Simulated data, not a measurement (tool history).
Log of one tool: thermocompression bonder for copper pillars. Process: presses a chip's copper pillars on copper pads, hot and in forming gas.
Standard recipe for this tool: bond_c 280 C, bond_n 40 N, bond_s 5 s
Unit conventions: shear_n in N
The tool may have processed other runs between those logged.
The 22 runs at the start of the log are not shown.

run   hour  bond_c  bond_n  bond_s  hours of work since the heater was calibrated  hours of work since the force cell was calibrated  hours of work since the gas filter was changed  shear_n
 23  194.8     275      56       5                                            161                                                370                                             370     68.9
 24  206.3     280      32      11                                            166                                                376                                             376     68.2
 25  217.2     280      32      11                                            171                                                381                                             381     68.2
 26  224.5     280      37       5                                            175                                                384                                             384     58.9
 27  233.7     299      49       3                                            179                                                388                                             388     70.8
 28  241.2     299      49       3                                            182                                                392                                             392     73.7
     244.8  -- forming gas filter changed
 29  251.2     260      26      15                                            187                                                396                                               3     55.8
 30  257.1     260      26      15                                            189                                                399                                               6     56.7
 31  268.1     306      40       5                                            194                                                404                                              11     89.1
 32  274.2     306      40       5                                            197                                                406                                              13     87.8
 33  283.8     306      34       3                                            202                                                411                                              18     70.0
 34  288.5     304      33       3                                            204                                                413                                              20     69.6
 35  297.1     266      40      10                                            208                                                417                                              24     68.4
 36  308.8     266      40      11                                            213                                                422                                              29     70.5
 37  316.1     291      55       7                                            216                                                426                                              33     93.3
 38  323.6     305      33      13                                            220                                                429                                              36     96.3

Consider 4 possible next runs. They are alternatives, not a sequence: every one starts from the tool as it was left by run 38. What does each give?
  A  328.4     303      33      13                                            222                                                431                                              38        ?
  B  328.4     280      45       9                                            222                                                431                                              38        ?
  C  328.4     305      41       4                                            222                                                431                                              38        ?
  D  328.4     280      50       5                                            222                                                431                                              38        ?

run  shear_n
  A     94.2
  B     83.9
  C     82.4
  D     75.5
The same runs, with their run-to-run variation unchanged, on a tool lacking any hidden condition would have given:
run  shear_n
  A     95.7
  B     85.5
  C     83.8
  D     77.0

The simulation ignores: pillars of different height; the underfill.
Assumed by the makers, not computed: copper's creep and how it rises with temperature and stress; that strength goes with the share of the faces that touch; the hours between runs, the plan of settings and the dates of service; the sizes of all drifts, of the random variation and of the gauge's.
